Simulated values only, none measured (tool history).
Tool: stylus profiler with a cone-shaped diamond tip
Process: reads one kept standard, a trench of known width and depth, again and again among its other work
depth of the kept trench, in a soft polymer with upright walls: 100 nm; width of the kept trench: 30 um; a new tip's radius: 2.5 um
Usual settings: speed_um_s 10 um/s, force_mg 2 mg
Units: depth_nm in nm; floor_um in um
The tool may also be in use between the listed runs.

run,hour,speed_um_s,force_mg,depth_nm,floor_um
1,0,10,2,101.11,28.53
2,81.7,10,2,101.14,28.49
3,149.5,8,2,101.17,28.52
4,210.2,8,2,101.21,28.54
5,256.2,10,2,101.19,28.55
6,338,10,2,101.16,28.49
7,384.3,10,0.99,100.66,28.47
8,432.7,10,0.99,100.73,28.46
9,494.3,10,0.99,100.74,28.47
10,530.6,10,0.99,100.82,28.45
11,581.5,10,2,101.11,28.53
12,620.1,10,2,101.15,28.53
13,669.5,10,0.78,100.62,28.45
14,730.5,10,0.78,100.63,28.44
15,769.5,10,2,101.09,28.56
16,825,10,2,101.18,28.5
17,883.5,10,2,101.15,28.49
18,939.1,10,2,101.21,28.51
19,1017.8,10,2,101.21,28.55
20,1064.1,10,2,101.2,28.56
21,1145.4,4,2.55,101.27,28.54
22,1192,4,2.55,101.5,28.6
23,1268,2,2.55,101.41,28.55
24,1321.8,6,2.21,101.24,28.54
25,1393.5,33,1.42,100.98,28.36
26,1475,10,0.81,100.65,28.49
27,1518.1,10,0.81,100.57,28.52
28,1600.7,5,4.77,102.09,28.57
29,1658.9,5,4.77,102.12,28.57
30,1716.9,3,4.08,101.85,28.56
31,1763.6,3,5.24,102.26,28.59
32,1812.1,6,1.06,100.72,28.53
33,1885.7,2,2,101.22,28.6
34,1968.3,2,2,101.18,28.55
35,2044.2,16,1.46,100.92,28.5
36,2082,16,1.46,100.89,28.46
37,2158.2,16,1.46,101.02,28.52
38,2219.9,8,2,101.12,28.51
39,2271.6,8,1.18,100.77,28.48

Not shown: 1 entry that the log had between the listed runs. Between which runs, and how does the tool's hidden state differ before and after?
Between runs 25 and 26: new tip fitted, height scale calibrated (hour 1463.8)
  radius of the tip, um: 2.58 -> 2.5; height scale over the true one, %: 0.01 -> 0
  measured less the result without the state, floor_um: -0.02 -> +0 um

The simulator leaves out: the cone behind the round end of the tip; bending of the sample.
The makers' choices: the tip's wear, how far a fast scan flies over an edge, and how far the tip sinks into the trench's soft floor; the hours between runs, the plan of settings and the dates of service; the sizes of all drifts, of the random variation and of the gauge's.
